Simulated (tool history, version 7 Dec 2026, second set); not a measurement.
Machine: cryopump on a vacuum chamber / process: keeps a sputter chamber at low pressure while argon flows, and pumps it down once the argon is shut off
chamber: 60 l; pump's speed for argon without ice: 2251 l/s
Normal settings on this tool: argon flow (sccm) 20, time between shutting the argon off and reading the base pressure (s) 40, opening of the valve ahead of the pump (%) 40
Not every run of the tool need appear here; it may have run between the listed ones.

run   hour  argon flow (sccm)  time between shutting the argon off and reading the base pressure (s)  opening of the valve ahead of the pump (%)  pressure while argon flows (Pa)  pressure after the wait (uPa)
  1    0.0                 20                                                                     40                                          40                           0.0419                           1.87
  2   10.5                 20                                                                     40                                          39                           0.0423                           1.89
  3   18.3                 20                                                                     40                                          40                           0.0418                           1.80
  4   32.1                 20                                                                     40                                          40                           0.0417                           1.87
  5   40.2                 20                                                                     40                                          34                           0.0486                           1.82
  6   58.1                 36                                                                     40                                          40                           0.0755                           1.88
  7   70.3                 20                                                                     31                                          40                           0.0423                           2.31
  8   83.5                 20                                                                    208                                          40                           0.0422                           0.78
  9  101.6                 20                                                                     40                                          40                           0.0425                           1.91
 10  112.4                 20                                                                     40                                          40                           0.0421                           1.97
 11  121.1                 20                                                                     51                                          40                           0.0423                           1.59
 12  135.3                 20                                                                     49                                          40                           0.0430                           1.71
     157.4  -- pump warmed up, emptied and cooled again
 13  157.5                 20                                                                     40                                          40                           0.0384                           1.80
 14  175.7                 20                                                                     47                                          40                           0.0373                           1.61
 15  193.3                 20                                                                     47                                          40                           0.0379                           1.61
 16  205.8                 20                                                                     40                                          40                           0.0378                           1.79
 17  218.9                 20                                                                     40                                          40                           0.0385                           1.82
 18  236.4                 12                                                                     40                                          40                           0.0232                           1.85
 19  250.5                 12                                                                    252                                          23                           0.0390                           0.71
 20  265.4                 21                                                                    145                                          55                           0.0289                           0.85
 21  284.0                 12                                                                    224                                          26                           0.0346                           0.71
 22  301.1                 12                                                                    224                                          26                           0.0348                           0.77
 23  310.8                 20                                                                     43                                          24                           0.0635                           1.74
 24  328.7                  8                                                                    118                                          43                           0.0147                           0.97
 25  339.7                 20                                                                     25                                          41                           0.0377                           2.71
 26  350.0                 33                                                                     40                                          48                           0.0533                           1.89
 27  366.7                 17                                                                     40                                          40                           0.0333                           1.95
 28  381.7                 17                                                                     40                                          40                           0.0334                           1.91
 29  393.1                 18                                                                     57                                          40                           0.0347                           1.52
 30  403.9                 24                                                                     79                                          50                           0.0377                           1.22
 31  421.0                 20                                                                     20                                          52                           0.0306                           3.33
 32  440.1                 20                                                                     46                                          52                           0.0303                           1.76
 33  454.9                 35                                                                     75                                          52                           0.0541                           1.30
 34  472.9                 20                                                                     47                                          43                           0.0366                           1.72

Per-run results on a tool with no hidden state, each run keeping its own random variation:
Hidden state present: pump's speed, % of a pump's without ice; cold plate's temperature, K; leak into the chamber, uPa l/s; drift of the gauge itself on working_pa, %; drift of the gauge itself on base_upa, %.
run  pressure while argon flows (Pa)  pressure after the wait (uPa)
  1                           0.0379                           1.53
  2                           0.0383                           1.54
  3                           0.0376                           1.46
  4                           0.0374                           1.52
  5                           0.0443                           1.46
  6                           0.0676                           1.51
  7                           0.0377                           1.93
  8                           0.0376                           0.39
  9                           0.0378                           1.52
 10                           0.0373                           1.57
 11                           0.0375                           1.18
 12                           0.0380                           1.28
 13                           0.0383                           1.51
 14                           0.0370                           1.31
 15                           0.0376                           1.30
 16                           0.0374                           1.47
 17                           0.0380                           1.50
 18                           0.0229                           1.52
 19                           0.0387                           0.38
 20                           0.0282                           0.51
 21                           0.0342                           0.36
 22                           0.0343                           0.40
 23                           0.0626                           1.38
 24                           0.0143                           0.59
 25                           0.0367                           2.33
 26                           0.0515                           1.50
 27                           0.0324                           1.55
 28                           0.0324                           1.51
 29                           0.0335                           1.11
 30                           0.0361                           0.81
 31                           0.0292                           2.91
 32                           0.0288                           1.32
 33                           0.0513                           0.85
 34                           0.0349                           1.28
